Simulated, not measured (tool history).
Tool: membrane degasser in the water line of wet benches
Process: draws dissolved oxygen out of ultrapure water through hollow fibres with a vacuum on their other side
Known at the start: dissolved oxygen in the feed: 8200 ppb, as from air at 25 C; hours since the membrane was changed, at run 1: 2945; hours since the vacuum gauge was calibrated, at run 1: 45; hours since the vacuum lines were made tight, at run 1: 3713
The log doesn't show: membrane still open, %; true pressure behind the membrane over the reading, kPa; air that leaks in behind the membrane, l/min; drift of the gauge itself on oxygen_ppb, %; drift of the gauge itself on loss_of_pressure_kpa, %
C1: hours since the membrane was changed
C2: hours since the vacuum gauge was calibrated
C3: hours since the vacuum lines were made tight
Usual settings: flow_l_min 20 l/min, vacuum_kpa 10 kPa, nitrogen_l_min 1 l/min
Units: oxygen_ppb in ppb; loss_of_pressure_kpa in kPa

Run 1, hour 0: usual settings; C1 2945; C2 45; C3 3713. Result: oxygen_ppb 302.9 ppb, loss_of_pressure_kpa 68.86 kPa.
Run 2, hour 148.6: usual settings but flow_l_min 18 l/min; C1 3094; C2 193; C3 3861. Result: oxygen_ppb 276.4 ppb, loss_of_pressure_kpa 62.03 kPa.
Run 3, hour 424.9: usual settings; C1 3370; C2 470; C3 4138. Result: oxygen_ppb 302.9 ppb, loss_of_pressure_kpa 68.69 kPa.
At hour 509.2: seals of the vacuum lines changed.
Run 4, hour 564.1: usual settings; C1 3508; C2 607; C3 55. Result: oxygen_ppb 297.2 ppb, loss_of_pressure_kpa 69.35 kPa.
Run 5, hour 699.9: usual settings; C1 3643; C2 743; C3 191. Result: oxygen_ppb 299.2 ppb, loss_of_pressure_kpa 69.12 kPa.
Run 6, hour 944.3: usual settings; C1 3888; C2 987; C3 435. Result: oxygen_ppb 302.3 ppb, loss_of_pressure_kpa 69.4 kPa.
Run 7, hour 1193.6: usual settings but vacuum_kpa 16.6 kPa; C1 4137; C2 1236; C3 684. Result: oxygen_ppb 573.2 ppb, loss_of_pressure_kpa 69.55 kPa.
Run 8, hour 1387.9: usual settings but vacuum_kpa 16.6 kPa; C1 4331; C2 1431; C3 879. Result: oxygen_ppb 571.8 ppb, loss_of_pressure_kpa 69.86 kPa.
Run 9, hour 1510.3: usual settings but vacuum_kpa 16.6 kPa; C1 4454; C2 1553; C3 1001. Result: oxygen_ppb 571.9 ppb, loss_of_pressure_kpa 69.92 kPa.
Run 10, hour 1643.7: usual settings but vacuum_kpa 16.6 kPa; C1 4587; C2 1686; C3 1135. Result: oxygen_ppb 569.6 ppb, loss_of_pressure_kpa 70.52 kPa.
Run 11, hour 1861.8: usual settings but vacuum_kpa 16.6 kPa; C1 4805; C2 1905; C3 1353. Result: oxygen_ppb 575.2 ppb, loss_of_pressure_kpa 69.71 kPa.
Run 12, hour 2082.6: usual settings but flow_l_min 30 l/min, vacuum_kpa 16.6 kPa; C1 5026; C2 2125; C3 1573. Result: oxygen_ppb 802.1 ppb, loss_of_pressure_kpa 104.51 kPa.
Run 13, hour 2218: usual settings but flow_l_min 30 l/min, vacuum_kpa 16.6 kPa; C1 5161; C2 2261; C3 1709. Result: oxygen_ppb 803.6 ppb, loss_of_pressure_kpa 104.63 kPa.
Run 14, hour 2499.6: usual settings but flow_l_min 30 l/min, vacuum_kpa 16.6 kPa; C1 5443; C2 2542; C3 1990. Result: oxygen_ppb 800.2 ppb, loss_of_pressure_kpa 105.51 kPa.
Run 15, hour 2674.2: usual settings but flow_l_min 30 l/min, vacuum_kpa 16.6 kPa; C1 5618; C2 2717; C3 2165. Result: oxygen_ppb 799.4 ppb, loss_of_pressure_kpa 104.84 kPa.
Run 16, hour 2942.9: usual settings but flow_l_min 30 l/min, vacuum_kpa 16.6 kPa; C1 5886; C2 2986; C3 2434. Result: oxygen_ppb 808.1 ppb, loss_of_pressure_kpa 105.01 kPa.
Run 17, hour 3183.8: usual settings but flow_l_min 30 l/min, vacuum_kpa 16.6 kPa, nitrogen_l_min 2.36 l/min; C1 6127; C2 3227; C3 2675. Result: oxygen_ppb 399.1 ppb, loss_of_pressure_kpa 105.44 kPa.
Run 18, hour 3316.2: usual settings but flow_l_min 13 l/min, vacuum_kpa 14.8 kPa, nitrogen_l_min 2.95 l/min; C1 6260; C2 3359; C3 2807. Result: oxygen_ppb 129.5 ppb, loss_of_pressure_kpa 45.12 kPa.
Run 19, hour 3545.9: usual settings but flow_l_min 23 l/min, vacuum_kpa 14.8 kPa, nitrogen_l_min 0.61 l/min; C1 6489; C2 3589; C3 3037. Result: oxygen_ppb 833.6 ppb, loss_of_pressure_kpa 80.56 kPa.
Run 20, hour 3772.8: usual settings but vacuum_kpa 7.3 kPa; C1 6716; C2 3816; C3 3264. Result: oxygen_ppb 194.4 ppb, loss_of_pressure_kpa 70.53 kPa.
Run 21, hour 3918.2: usual settings but flow_l_min 29 l/min, vacuum_kpa 7.9 kPa, nitrogen_l_min 0.79 l/min; C1 6862; C2 3961; C3 3409. Result: oxygen_ppb 371.4 ppb, loss_of_pressure_kpa 102.28 kPa.
Run 22, hour 4136.2: usual settings but flow_l_min 29 l/min, vacuum_kpa 11.2 kPa, nitrogen_l_min 1.59 l/min; C1 7080; C2 4179; C3 3627. Result: oxygen_ppb 342.5 ppb, loss_of_pressure_kpa 102.13 kPa.
Run 23, hour 4284.2: usual settings but flow_l_min 16 l/min, vacuum_kpa 9.8 kPa; C1 7228; C2 4327; C3 3775. Result: oxygen_ppb 251.5 ppb, loss_of_pressure_kpa 56.32 kPa.
Run 24, hour 4488.8: usual settings but flow_l_min 28 l/min, vacuum_kpa 9.8 kPa, nitrogen_l_min 0.99 l/min; C1 7432; C2 4532; C3 3980. Result: oxygen_ppb 413.5 ppb, loss_of_pressure_kpa 98.98 kPa.
Run 25, hour 4639.2: usual settings but flow_l_min 28 l/min, vacuum_kpa 10.3 kPa, nitrogen_l_min 0.99 l/min; C1 7583; C2 4682; C3 4130. Result: oxygen_ppb 440.3 ppb, loss_of_pressure_kpa 98.95 kPa.
At hour 4731.6: seals of the vacuum lines changed.
Run 26, hour 4859.4: usual settings but flow_l_min 28 l/min, vacuum_kpa 10.3 kPa, nitrogen_l_min 0.99 l/min; C1 7801; C2 4900; C3 128. Result: oxygen_ppb 437.6 ppb, loss_of_pressure_kpa 98.86 kPa.
Run 27, hour 5125: usual settings but flow_l_min 28 l/min, vacuum_kpa 10.3 kPa, nitrogen_l_min 0.99 l/min; C1 8066; C2 5166; C3 393. Result: oxygen_ppb 436.4 ppb, loss_of_pressure_kpa 99.16 kPa.
Run 28, hour 5256.1: usual settings but flow_l_min 23 l/min, vacuum_kpa 10.4 kPa, nitrogen_l_min 1.82 l/min; C1 8198; C2 5297; C3 525. Result: oxygen_ppb 224.1 ppb, loss_of_pressure_kpa 81.94 kPa.
At hour 5342.4: vacuum gauge calibrated.
Run 29, hour 5396: usual settings but flow_l_min 25 l/min, vacuum_kpa 7.6 kPa, nitrogen_l_min 0.48 l/min; C1 8337; C2 54; C3 664. Result: oxygen_ppb 423.2 ppb, loss_of_pressure_kpa 88.85 kPa.
Run 30, hour 5591.9: usual settings but flow_l_min 25 l/min, vacuum_kpa 7.6 kPa, nitrogen_l_min 0.48 l/min; C1 8533; C2 250; C3 860. Result: oxygen_ppb 426.1 ppb, loss_of_pressure_kpa 88.57 kPa.
Run 31, hour 5884.9: usual settings but flow_l_min 25 l/min, vacuum_kpa 7.6 kPa, nitrogen_l_min 0.48 l/min; C1 8826; C2 543; C3 1153. Result: oxygen_ppb 424.7 ppb, loss_of_pressure_kpa 88.87 kPa.
Run 32, hour 6131.6: usual settings but flow_l_min 22 l/min, vacuum_kpa 6.6 kPa, nitrogen_l_min 1.58 l/min; C1 9073; C2 789; C3 1400. Result: oxygen_ppb 115.1 ppb, loss_of_pressure_kpa 78.08 kPa.

3 ways to go on from here, each from the tool as it stands after run 32. What would each give?
Run A, hour 6317.5: usual settings but flow_l_min 21 l/min, vacuum_kpa 11 kPa, nitrogen_l_min 1.17 l/min; C1 9258; C2 975; C3 1585. Result: oxygen_ppb ?, loss_of_pressure_kpa ?.
Run B, hour 6317.5: usual settings but flow_l_min 27 l/min, vacuum_kpa 6.6 kPa, nitrogen_l_min 1.14 l/min; C1 9258; C2 975; C3 1585. Result: oxygen_ppb ?, loss_of_pressure_kpa ?.
Run C, hour 6317.5: usual settings but flow_l_min 31 l/min, vacuum_kpa 12.2 kPa, nitrogen_l_min 1.14 l/min; C1 9258; C2 975; C3 1585. Result: oxygen_ppb ?, loss_of_pressure_kpa ?.

run  oxygen_ppb  loss_of_pressure_kpa
  A       313.1                    75
  B       185.6                  96.5
  C       513.1                109.87
Without the tool's hidden state the same runs would have given:
run  oxygen_ppb  loss_of_pressure_kpa
  A       307.8                  71.3
  B       179.3                 91.73
  C       504.7                104.46
